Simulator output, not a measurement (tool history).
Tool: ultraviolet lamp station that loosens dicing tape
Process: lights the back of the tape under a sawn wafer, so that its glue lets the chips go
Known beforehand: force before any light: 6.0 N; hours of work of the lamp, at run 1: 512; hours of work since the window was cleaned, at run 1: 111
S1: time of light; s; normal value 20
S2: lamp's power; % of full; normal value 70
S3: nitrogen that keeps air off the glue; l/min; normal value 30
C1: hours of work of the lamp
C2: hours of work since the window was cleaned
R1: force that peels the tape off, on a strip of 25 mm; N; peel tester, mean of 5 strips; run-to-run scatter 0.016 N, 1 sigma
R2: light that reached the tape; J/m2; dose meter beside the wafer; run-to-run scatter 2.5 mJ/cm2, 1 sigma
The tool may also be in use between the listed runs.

run 1 hour=0 | S1=20 S2=70 S3=30 | C1=512 C2=111 | R1=0.76 R2=2850
run 2 hour=19.7 | S1=18 S2=70 S3=30 | C1=525 C2=124 | R1=0.923 R2=2570
run 3 hour=34.8 | S1=18 S2=70 S3=30 | C1=535 C2=134 | R1=0.959 R2=2570
run 4 hour=54.5 | S1=19 S2=70 S3=30 | C1=548 C2=147 | R1=0.816 R2=2710
run 5 hour=74.1 | S1=19 S2=70 S3=30 | C1=561 C2=159 | R1=0.85 R2=2720
run 6 hour=103.4 | S1=19 S2=70 S3=30 | C1=580 C2=179 | R1=0.84 R2=2690
run 7 hour=118.6 | S1=24 S2=70 S3=30 | C1=590 C2=188 | R1=0.543 R2=3440
run 8 hour=131.6 | S1=24 S2=70 S3=30 | C1=598 C2=197 | R1=0.537 R2=3430
run 9 hour=152.1 | S1=20 S2=70 S3=30 | C1=612 C2=210 | R1=0.751 R2=2810
run 10 hour=176.4 | S1=20 S2=61 S3=30 | C1=628 C2=226 | R1=1.01 R2=2530
run 11 hour=191.8 | S1=20 S2=61 S3=30 | C1=638 C2=236 | R1=0.997 R2=2460
run 12 hour=206.4 | S1=11 S2=89 S3=24 | C1=647 C2=246 | R1=1.43 R2=1980
run 13 hour=235.2 | S1=30 S2=63 S3=28 | C1=666 C2=265 | R1=0.423 R2=3780
run 14 hour=262.7 | S1=30 S2=72 S3=18 | C1=684 C2=283 | R1=0.357 R2=4390
run 15 hour=283.3 | S1=20 S2=70 S3=33 | C1=698 C2=296 | R1=0.758 R2=2840
run 16 hour=313 | S1=20 S2=67 S3=25 | C1=717 C2=316 | R1=0.894 R2=2730
run 17 hour=330.2 | S1=19 S2=95 S3=30 | C1=728 C2=327 | R1=0.457 R2=3620
run 18 hour=354.5 | S1=19 S2=95 S3=46 | C1=744 C2=343 | R1=0.398 R2=3650
run 19 hour=375.1 | S1=19 S2=95 S3=46 | C1=758 C2=356 | R1=0.392 R2=3660
run 20 hour=391.3 | S1=19 S2=65 S3=53 | C1=768 C2=367 | R1=0.831 R2=2500
run 21 hour=410.3 | S1=14 S2=67 S3=27 | C1=781 C2=379 | R1=1.48 R2=1900
-- hour=427.5 window cleaned of glue's vapour
run 22 hour=434.9 | S1=13 S2=98 S3=37 | C1=796 C2=5 | R1=0.854 R2=2610

Alternative continuations, all from the tool just after run 22; predict every row:
run A hour=461.9 | S1=13 S2=98 S3=30 | C1=814 C2=22 | R1=? R2=?
run B hour=461.9 | S1=39 S2=97 S3=22 | C1=814 C2=22 | R1=? R2=?
run C hour=461.9 | S1=32 S2=98 S3=37 | C1=814 C2=22 | R1=? R2=?
run D hour=461.9 | S1=13 S2=98 S3=50 | C1=814 C2=22 | R1=? R2=?

run=A R1=0.896 R2=2600
run=B R1=0.113 R2=7750
run=C R1=0.141 R2=6370
run=D R1=0.795 R2=2570
Stripped of hidden state, with their random variation kept, the same runs would have yielded:
run=A R1=0.894 R2=2610
run=B R1=0.113 R2=7750
run=C R1=0.141 R2=6380
run=D R1=0.793 R2=2570
